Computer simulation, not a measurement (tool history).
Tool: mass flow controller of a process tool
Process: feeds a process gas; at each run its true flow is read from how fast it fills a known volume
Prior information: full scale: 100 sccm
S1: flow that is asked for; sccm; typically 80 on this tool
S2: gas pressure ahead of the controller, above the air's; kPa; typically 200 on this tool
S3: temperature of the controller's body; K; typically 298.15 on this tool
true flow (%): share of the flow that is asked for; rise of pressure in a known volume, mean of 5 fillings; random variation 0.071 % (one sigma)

Run 1, hour 0.0: usual settings. Result: true flow (%) 99.63.
Run 2, hour 148.2: usual settings. Result: true flow (%) 99.48.
Run 3, hour 208.5: usual settings. Result: true flow (%) 99.51.
Run 4, hour 318.8: usual settings but S1 27 sccm. Result: true flow (%) 98.32.
Run 5, hour 455.0: usual settings but S1 27 sccm. Result: true flow (%) 98.28.
Run 6, hour 595.7: usual settings but S1 27 sccm. Result: true flow (%) 98.09.
Run 7, hour 664.5: usual settings but S1 27 sccm. Result: true flow (%) 98.25.
Run 8, hour 802.7: usual settings but S1 15 sccm, S2 226 kPa. Result: true flow (%) 97.93.
Run 9, hour 932.8: usual settings but S1 15 sccm, S2 226 kPa. Result: true flow (%) 97.80.
Run 10, hour 1064.0: usual settings but S1 55 sccm, S2 176 kPa, S3 297.15 K. Result: true flow (%) 98.39.
Run 11, hour 1200.6: usual settings but S1 55 sccm, S2 176 kPa, S3 297.15 K. Result: true flow (%) 98.41.
Run 12, hour 1288.7: usual settings but S1 26 sccm, S2 238 kPa, S3 311.15 K. Result: true flow (%) 97.17.
Run 13, hour 1358.8: usual settings but S1 26 sccm, S2 238 kPa, S3 311.15 K. Result: true flow (%) 97.12.

Here are 4 independent what-if runs from the current tool condition. What would each one return?
Run A, hour 1471.6: usual settings but S1 33 sccm. Result: true flow (%) ?.
Run B, hour 1471.6: usual settings but S1 69 sccm, S2 144 kPa, S3 306.15 K. Result: true flow (%) ?.
Run C, hour 1471.6: usual settings but S1 12 sccm, S2 238 kPa. Result: true flow (%) ?.
Run D, hour 1471.6: usual settings but S1 26 sccm, S2 183 kPa, S3 312.15 K. Result: true flow (%) ?.

run  true flow (%)
  A          97.95
  B          97.97
  C          97.43
  D          96.95
Stripped of hidden state, with their random variation kept, the same runs would have yielded:
run  true flow (%)
  A          98.70
  B          98.72
  C          98.19
  D          97.70

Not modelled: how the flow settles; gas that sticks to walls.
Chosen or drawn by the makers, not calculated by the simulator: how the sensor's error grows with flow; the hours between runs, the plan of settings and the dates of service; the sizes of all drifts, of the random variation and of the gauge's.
